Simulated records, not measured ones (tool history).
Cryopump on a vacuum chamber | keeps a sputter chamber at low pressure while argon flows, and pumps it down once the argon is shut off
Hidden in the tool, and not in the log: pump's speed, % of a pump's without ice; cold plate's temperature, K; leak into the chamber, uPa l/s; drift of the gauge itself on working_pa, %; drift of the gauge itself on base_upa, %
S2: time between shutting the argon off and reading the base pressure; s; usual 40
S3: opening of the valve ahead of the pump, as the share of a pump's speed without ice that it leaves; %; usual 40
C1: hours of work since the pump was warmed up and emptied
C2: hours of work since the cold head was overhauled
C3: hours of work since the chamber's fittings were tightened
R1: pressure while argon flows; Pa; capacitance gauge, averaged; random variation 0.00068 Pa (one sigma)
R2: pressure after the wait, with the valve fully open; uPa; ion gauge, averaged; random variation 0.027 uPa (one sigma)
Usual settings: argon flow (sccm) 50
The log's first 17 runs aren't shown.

run 18 hour=211.0 | argon_flow_(sccm)=36 S2=44 S3=40 | C1=346 C2=346 C3=2313 | R1=0.0869 R2=1.40
run 19 hour=222.4 | argon_flow_(sccm)=69 S2=66 S3=24 | C1=352 C2=352 C3=2318 | R1=0.2713 R2=1.15
run 20 hour=231.5 | argon_flow_(sccm)=69 S2=66 S3=24 | C1=356 C2=356 C3=2322 | R1=0.2716 R2=1.12
run 21 hour=246.0 | argon_flow_(sccm)=94 S2=272 S3=46 | C1=363 C2=363 C3=2329 | R1=0.1985 R2=0.63
run 22 hour=260.4 | argon_flow_(sccm)=94 S2=272 S3=46 | C1=370 C2=370 C3=2336 | R1=0.1987 R2=0.58
run 23 hour=275.0 | argon_flow_(sccm)=50 S2=31 S3=40 | C1=377 C2=377 C3=2343 | R1=0.1210 R2=1.80
run 24 hour=291.0 | argon_flow_(sccm)=50 S2=31 S3=40 | C1=384 C2=384 C3=2351 | R1=0.1202 R2=1.80
run 25 hour=302.6 | argon_flow_(sccm)=50 S2=40 S3=26 | C1=390 C2=390 C3=2356 | R1=0.1828 R2=1.50
run 26 hour=315.2 | argon_flow_(sccm)=33 S2=110 S3=41 | C1=396 C2=396 C3=2362 | R1=0.0780 R2=0.90
run 27 hour=327.2 | argon_flow_(sccm)=50 S2=23 S3=40 | C1=402 C2=402 C3=2368 | R1=0.1206 R2=2.30
run 28 hour=339.9 | argon_flow_(sccm)=27 S2=232 S3=34 | C1=408 C2=408 C3=2374 | R1=0.0767 R2=0.66
run 29 hour=354.5 | argon_flow_(sccm)=32 S2=80 S3=54 | C1=415 C2=415 C3=2381 | R1=0.0584 R2=1.01
run 30 hour=366.9 | argon_flow_(sccm)=30 S2=142 S3=43 | C1=421 C2=421 C3=2387 | R1=0.0682 R2=0.78
run 31 hour=378.4 | argon_flow_(sccm)=52 S2=40 S3=38 | C1=426 C2=426 C3=2393 | R1=0.1340 R2=1.50
run 32 hour=392.5 | argon_flow_(sccm)=48 S2=141 S3=40 | C1=433 C2=433 C3=2399 | R1=0.1179 R2=0.78
run 33 hour=405.7 | argon_flow_(sccm)=65 S2=39 S3=25 | C1=439 C2=439 C3=2406 | R1=0.2503 R2=1.58

5 ways to go on from here, each from the tool as it stands after run 33. What would each give?
run A hour=416.8 | argon_flow_(sccm)=24 S2=144 S3=25 | C1=445 C2=445 C3=2411 | R1=? R2=?
run B hour=416.8 | argon_flow_(sccm)=70 S2=39 S3=25 | C1=445 C2=445 C3=2411 | R1=? R2=?
run C hour=416.8 | argon_flow_(sccm)=65 S2=39 S3=18 | C1=445 C2=445 C3=2411 | R1=? R2=?
run D hour=416.8 | argon_flow_(sccm)=58 S2=29 S3=16 | C1=445 C2=445 C3=2411 | R1=? R2=?
run E hour=416.8 | argon_flow_(sccm)=39 S2=39 S3=23 | C1=445 C2=445 C3=2411 | R1=? R2=?

run=A R1=0.0920 R2=0.79
run=B R1=0.2678 R2=1.57
run=C R1=0.3426 R2=1.55
run=D R1=0.3419 R2=1.98
run=E R1=0.1620 R2=1.51
Without the tool's hidden state the same runs would have given:
run=A R1=0.0882 R2=0.44
run=B R1=0.2568 R2=1.23
run=C R1=0.3323 R2=1.22
run=D R1=0.3328 R2=1.63
run=E R1=0.1558 R2=1.18
